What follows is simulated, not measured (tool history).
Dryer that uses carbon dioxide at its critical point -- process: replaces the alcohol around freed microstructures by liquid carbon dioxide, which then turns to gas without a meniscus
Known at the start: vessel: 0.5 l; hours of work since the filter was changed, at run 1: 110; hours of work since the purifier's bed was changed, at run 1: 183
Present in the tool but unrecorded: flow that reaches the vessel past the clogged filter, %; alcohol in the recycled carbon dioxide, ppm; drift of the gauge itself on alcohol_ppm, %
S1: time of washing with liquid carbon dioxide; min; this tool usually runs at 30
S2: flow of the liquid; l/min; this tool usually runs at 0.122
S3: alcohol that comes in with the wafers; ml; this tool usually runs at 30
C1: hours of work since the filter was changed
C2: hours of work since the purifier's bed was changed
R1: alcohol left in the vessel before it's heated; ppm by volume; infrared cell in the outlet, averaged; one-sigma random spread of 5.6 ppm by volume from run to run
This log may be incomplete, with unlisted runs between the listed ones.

run 1 hour=0 | S1=30 S2=0.122 S3=30 | C1=110 C2=183 | R1=218
run 2 hour=34.3 | S1=30 S2=0.122 S3=30 | C1=121 C2=194 | R1=219
run 3 hour=70.1 | S1=30 S2=0.122 S3=30 | C1=132 C2=205 | R1=225
run 4 hour=98 | S1=22 S2=0.122 S3=30 | C1=141 C2=214 | R1=952
run 5 hour=117 | S1=22 S2=0.122 S3=30 | C1=147 C2=220 | R1=965
run 6 hour=145.3 | S1=31 S2=0.122 S3=30 | C1=156 C2=229 | R1=199
run 7 hour=162.9 | S1=30 S2=0.122 S3=30 | C1=161 C2=235 | R1=249
run 8 hour=180.8 | S1=30 S2=0.151 S3=30 | C1=167 C2=240 | R1=91
run 9 hour=214.3 | S1=30 S2=0.151 S3=30 | C1=177 C2=251 | R1=93
run 10 hour=233.7 | S1=30 S2=0.122 S3=80 | C1=183 C2=257 | R1=642
run 11 hour=270.7 | S1=30 S2=0.122 S3=30 | C1=195 C2=268 | R1=261
run 12 hour=298.2 | S1=30 S2=0.122 S3=30 | C1=204 C2=277 | R1=271
run 13 hour=328.9 | S1=45 S2=0.122 S3=30 | C1=213 C2=287 | R1=62
run 14 hour=346.5 | S1=19 S2=0.122 S3=30 | C1=219 C2=292 | R1=1854
run 15 hour=365.6 | S1=19 S2=0.122 S3=68 | C1=225 C2=298 | R1=4038
run 16 hour=381.3 | S1=19 S2=0.122 S3=68 | C1=230 C2=303 | R1=4141
run 17 hour=412.7 | S1=19 S2=0.122 S3=68 | C1=240 C2=313 | R1=4232
-- hour=443.8 inlet filter changed
run 18 hour=444.7 | S1=19 S2=0.122 S3=68 | C1=0 C2=323 | R1=3214
run 19 hour=470.7 | S1=19 S2=0.122 S3=68 | C1=8 C2=331 | R1=3311
run 20 hour=487.5 | S1=19 S2=0.122 S3=68 | C1=14 C2=336 | R1=3324
run 21 hour=503.7 | S1=30 S2=0.15 S3=30 | C1=19 C2=341 | R1=85
run 22 hour=528.2 | S1=30 S2=0.122 S3=30 | C1=27 C2=349 | R1=218
run 23 hour=561.1 | S1=30 S2=0.122 S3=30 | C1=37 C2=359 | R1=218
run 24 hour=590.6 | S1=26 S2=0.177 S3=52 | C1=46 C2=369 | R1=124
run 25 hour=609.2 | S1=26 S2=0.085 S3=29 | C1=52 C2=374 | R1=1711
run 26 hour=643.1 | S1=31 S2=0.156 S3=29 | C1=63 C2=385 | R1=78
run 27 hour=676.2 | S1=31 S2=0.105 S3=29 | C1=73 C2=395 | R1=382
run 28 hour=701.5 | S1=19 S2=0.087 S3=42 | C1=81 C2=403 | R1=6130
run 29 hour=738.6 | S1=47 S2=0.084 S3=38 | C1=93 C2=415 | R1=182
run 30 hour=755.9 | S1=41 S2=0.19 S3=50 | C1=98 C2=420 | R1=51
run 31 hour=775.9 | S1=40 S2=0.122 S3=30 | C1=104 C2=427 | R1=83
run 32 hour=799.8 | S1=30 S2=0.115 S3=85 | C1=112 C2=434 | R1=814
run 33 hour=824.4 | S1=20 S2=0.122 S3=81 | C1=120 C2=442 | R1=3697
run 34 hour=840.8 | S1=30 S2=0.122 S3=49 | C1=125 C2=447 | R1=391
run 35 hour=859.5 | S1=27 S2=0.122 S3=33 | C1=131 C2=453 | R1=451
run 36 hour=884.5 | S1=31 S2=0.122 S3=24 | C1=138 C2=461 | R1=193
run 37 hour=917.6 | S1=31 S2=0.122 S3=24 | C1=149 C2=471 | R1=192
run 38 hour=956.2 | S1=40 S2=0.076 S3=30 | C1=161 C2=483 | R1=551
run 39 hour=977.9 | S1=40 S2=0.076 S3=30 | C1=168 C2=490 | R1=567
run 40 hour=1002.7 | S1=40 S2=0.076 S3=30 | C1=176 C2=498 | R1=572
run 41 hour=1027.9 | S1=22 S2=0.076 S3=21 | C1=183 C2=506 | R1=3115
run 42 hour=1047.6 | S1=22 S2=0.083 S3=32 | C1=190 C2=512 | R1=3816
run 43 hour=1074 | S1=22 S2=0.083 S3=32 | C1=198 C2=520 | R1=3825
run 44 hour=1101.6 | S1=24 S2=0.148 S3=30 | C1=207 C2=529 | R1=351
run 45 hour=1128.9 | S1=35 S2=0.197 S3=110 | C1=215 C2=538 | R1=68
run 46 hour=1154.5 | S1=20 S2=0.197 S3=110 | C1=223 C2=546 | R1=757

Pick out some run-to-run changes in R1. Of each, how much would a tool without hidden state show as well, from the settings, what came in and chance, and how much is left for the hidden state and any gauge scatter not in both results compared?
Run 14 -> 15: S3 30 -> 68. R1 +2184 ppm by volume: hidden state +470, all else +1714.
Run 17 -> 18: inlet filter changed. R1 -1018 ppm by volume: hidden state -904, all else -114.
Run 27 -> 28: S1 31 -> 19, S2 0.105 -> 0.087, S3 29 -> 42. R1 +5748 ppm by volume: hidden state +378, all else +5370.
Run 28 -> 29: S1 19 -> 47, S2 0.087 -> 0.084, S3 42 -> 38. R1 -5948 ppm by volume: hidden state -393, all else -5555.
Run 43 -> 44: S1 22 -> 24, S2 0.083 -> 0.148, S3 32 -> 30. R1 -3474 ppm by volume: hidden state -530, all else -2944.
